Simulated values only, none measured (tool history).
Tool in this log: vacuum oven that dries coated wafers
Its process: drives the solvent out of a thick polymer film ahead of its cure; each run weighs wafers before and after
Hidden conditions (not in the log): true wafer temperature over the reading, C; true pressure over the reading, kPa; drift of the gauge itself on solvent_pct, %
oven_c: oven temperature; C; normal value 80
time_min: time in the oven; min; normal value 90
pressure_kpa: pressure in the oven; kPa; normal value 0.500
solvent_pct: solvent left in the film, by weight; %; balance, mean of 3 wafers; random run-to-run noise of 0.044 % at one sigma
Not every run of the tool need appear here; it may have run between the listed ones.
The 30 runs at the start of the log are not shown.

run	hour	oven_c	time_min	pressure_kpa	hours of work since the thermocouples were calibrated	hours of work since the vacuum gauge was cleaned of residue	solvent_pct
31	303.3	80	144	1.752	992	520	1.88
32	312.7	70	112	0.500	998	526	5.92
33	319.7	77	91	0.987	1002	530	4.26
34	327.1	77	91	0.987	1006	534	4.28
35	335.8	69	88	1.918	1011	539	8.89
36	342.8	69	88	1.565	1015	543	8.67
37	348.9	69	88	1.565	1019	547	8.76
38	358.4	69	88	1.565	1024	552	8.81
39	365.6	69	88	1.565	1028	557	8.73
40	373.7	69	88	1.565	1033	561	8.63
41	386.5	80	49	0.437	1041	569	6.46
42	397.5	82	63	0.629	1047	575	4.06
43	408.0	82	63	0.629	1053	581	4.04
44	422.2	87	63	1.043	1061	590	2.54
45	429.1	87	63	1.043	1065	594	2.52
# hour 434.3: oven's thermocouples calibrated
46	441.6	87	63	1.043	4	600	2.43
47	449.7	89	110	0.376	9	604	0.40

Each row is a separate what-if for the run after 47, all from the same tool condition, not one after another. Results?
A	462.4	69	90	0.500	16	612	?
B	462.4	80	94	0.500	16	612	?
C	462.4	93	110	0.498	16	612	?
D	462.4	80	83	0.295	16	612	?

run	solvent_pct
A	7.78
B	2.73
C	0.35
D	3.15
With the hidden condition removed and each run's random variation left untouched, the same runs would have given:
run	solvent_pct
A	7.48
B	2.51
C	0.27
D	2.92

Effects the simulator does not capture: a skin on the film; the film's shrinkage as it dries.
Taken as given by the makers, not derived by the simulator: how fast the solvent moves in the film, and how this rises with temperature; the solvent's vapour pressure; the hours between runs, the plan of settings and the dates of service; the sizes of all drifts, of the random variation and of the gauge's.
